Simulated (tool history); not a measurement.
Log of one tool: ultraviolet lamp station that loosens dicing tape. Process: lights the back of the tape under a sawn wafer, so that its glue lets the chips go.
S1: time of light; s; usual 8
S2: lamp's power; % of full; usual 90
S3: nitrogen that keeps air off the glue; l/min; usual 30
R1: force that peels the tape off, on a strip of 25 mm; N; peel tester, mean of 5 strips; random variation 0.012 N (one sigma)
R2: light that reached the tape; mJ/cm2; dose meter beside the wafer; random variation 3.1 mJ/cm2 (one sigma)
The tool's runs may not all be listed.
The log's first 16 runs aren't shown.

Run 17, day 29.742: usual settings but S2 74 % of full. Result: R1 1.265 N, R2 304 mJ/cm2.
Run 18, day 31.188: usual settings but S1 5 s, S2 93 % of full. Result: R1 1.809 N, R2 237 mJ/cm2.
Run 19, day 32.7: usual settings. Result: R1 0.977 N, R2 355 mJ/cm2.
Run 20, day 34.15: usual settings but S1 10 s, S3 11 l/min. Result: R1 1.097 N, R2 439 mJ/cm2.
Run 21, day 35.529: usual settings but S1 4 s, S3 28 l/min. Result: R1 2.643 N, R2 173 mJ/cm2.
Run 22, day 36.942: usual settings but S2 97 % of full. Result: R1 0.977 N, R2 363 mJ/cm2.
Run 23, day 38.454: usual settings but S2 97 % of full. Result: R1 0.978 N, R2 359 mJ/cm2.
Run 24, day 40.217: usual settings. Result: R1 1.154 N, R2 322 mJ/cm2.
Run 25, day 42.221: usual settings. Result: R1 1.234 N, R2 316 mJ/cm2.
Run 26, day 44.275: usual settings but S3 37 l/min. Result: R1 1.129 N, R2 311 mJ/cm2.
Run 27, day 45.621: usual settings but S1 7 s, S2 84 % of full, S3 39 l/min. Result: R1 1.603 N, R2 250 mJ/cm2.
Run 28, day 47.692: usual settings but S1 7 s, S2 84 % of full, S3 43 l/min. Result: R1 1.627 N, R2 244 mJ/cm2.
Run 29, day 49.088: usual settings but S1 7 s, S2 84 % of full, S3 43 l/min. Result: R1 1.698 N, R2 239 mJ/cm2.
Run 30, day 50.4: usual settings but S1 15 s, S3 12 l/min. Result: R1 0.69 N, R2 527 mJ/cm2.
Run 31, day 52.471: usual settings but S1 10 s, S2 70 % of full, S3 22 l/min. Result: R1 1.617 N, R2 272 mJ/cm2.
At day 53.3: window cleaned of glue's vapour.
Run 32, day 54.983: usual settings but S1 12 s, S2 77 % of full. Result: R1 0.777 N, R2 409 mJ/cm2.
Run 33, day 56.842: usual settings but S1 12 s, S2 67 % of full, S3 56 l/min. Result: R1 0.867 N, R2 349 mJ/cm2.

Forecast each of these 5 alternatives for the next run:
Run A, day 59.096: usual settings but S1 14 s, S3 24 l/min. Result: R1 ?, R2 ?.
Run B, day 59.096: usual settings but S1 5 s, S2 67 % of full, S3 35 l/min. Result: R1 ?, R2 ?.
Run C, day 59.096: usual settings but S2 62 % of full. Result: R1 ?, R2 ?.
Run D, day 59.096: usual settings but S1 9 s, S2 83 % of full, S3 14 l/min. Result: R1 ?, R2 ?.
Run E, day 59.096: usual settings but S1 11 s. Result: R1 ?, R2 ?.

run     R1   R2
  A  0.502  529
  B  3.087  141
  C  2.204  210
  D   1.64  317
  E  0.778  420
Without the tool's hidden state the same runs would have given:
run     R1   R2
  A  0.211  843
  B  1.921  224
  C  1.141  334
  D  0.752  506
  E  0.305  668
